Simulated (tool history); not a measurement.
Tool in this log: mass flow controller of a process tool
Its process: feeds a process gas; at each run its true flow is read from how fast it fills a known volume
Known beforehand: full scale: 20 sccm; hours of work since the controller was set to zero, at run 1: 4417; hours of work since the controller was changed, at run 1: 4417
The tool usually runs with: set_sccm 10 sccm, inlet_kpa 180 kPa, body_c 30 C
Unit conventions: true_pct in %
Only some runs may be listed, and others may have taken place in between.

run,day,set_sccm,inlet_kpa,body_c,hours of work since the controller was set to zero,hours of work since the controller was changed,true_pct
1,0,10,180,30,4417,4417,98.01
2,3.188,10,180,30,4468,4468,97.88
3,8.279,10,180,30,4549,4549,97.83
4,15.517,10,180,30,4664,4664,97.8
5,19.821,10,180,29,4732,4732,97.75
6,25.846,10,180,30,4828,4828,97.54
7,32.492,10,180,31,4933,4933,97.12
8,38.921,10,180,31,5035,5035,97.08
9,45.792,4,180,30,5144,5144,96.08
10,49.546,4,180,30,5204,5204,95.97
11,55.562,14,180,30,5300,5300,97.48
12,63.383,14,180,30,5424,5424,97.33
13,71.162,14,180,30,5547,5547,97.29
14,75.133,14,180,30,5610,5610,97.22
15,82.05,9,180,30,5720,5720,96.2
16,88.25,9,180,30,5819,5819,96.13
17,91.425,7,180,30,5869,5869,95.74
18,96.975,10,180,32,5957,5957,95.9
19,100.629,16,180,32,6015,6015,96.71
20,104.721,16,180,32,6080,6080,96.82
21,112.454,6,180,32,6203,6203,94.85
22,116.642,6,180,32,6269,6269,94.92
23,123.062,6,180,32,6371,6371,94.62
24,127.421,10,180,28,6441,6441,95.6
# day 128.158: gauge calibrated
25,132.612,4,180,32,6523,6523,96.58
26,139.433,4,180,32,6631,6631,96.59
27,142.812,4,243,25,6685,6685,96.79
28,146.483,4,243,25,6743,6743,96.71
29,152.888,4,243,25,6845,6845,96.61
30,156.488,10,240,22,6902,6902,97.87
31,161.821,10,254,22,6987,6987,97.7
32,167.258,7,154,30,7073,7073,96.74
33,173.346,7,149,28,7170,7170,96.83
34,180.546,10,180,37,7284,7284,96.3
35,186.167,3,208,23,7374,7374,95.95
36,190.95,3,208,23,7450,7450,96.02
37,198.488,10,198,35,7569,7569,96.08
38,203.538,10,198,35,7649,7649,95.94
# day 205.179: gauge calibrated
39,206.854,12,146,30,7702,7702,98.35
40,210.496,3,155,23,7760,7760,97.23
# day 217.758: controller's zero set anew
41,218.392,5,199,37,10,7885,96.31
42,221.996,4,207,32,67,7942,96.26
43,226.783,2,231,35,143,8018,95.57
44,231.483,3,231,35,218,8093,95.47
45,238.742,11,148,30,333,8208,97.62
46,244.079,11,148,30,418,8293,97.64
47,248.183,11,148,30,483,8358,97.37
48,254.946,10,195,30,591,8466,96.93

How the hidden state differs across the entries between the runs, from the last listed run before each to the first after it:
Logged between run 24 and run 25: gauge calibrated (day 128.158)
  drift of the gauge itself on true_pct, %: -2.59 -> -0.09
  measured less the result without the state, true_pct: -2.52 -> -0.1 %
Logged between run 38 and run 39: gauge calibrated (day 205.179)
  drift of the gauge itself on true_pct, %: -1.53 -> -0.03
  measured less the result without the state, true_pct: -1.47 -> -0.01 %
Logged between run 40 and run 41: controller's zero set anew (day 217.758)
  flow at rest that the sensor doesn't see, % of full scale: -0.009 -> 0; drift of the gauge itself on true_pct, %: -0.11 -> -0.27
  measured less the result without the state, true_pct: -0.12 -> -0.23 %

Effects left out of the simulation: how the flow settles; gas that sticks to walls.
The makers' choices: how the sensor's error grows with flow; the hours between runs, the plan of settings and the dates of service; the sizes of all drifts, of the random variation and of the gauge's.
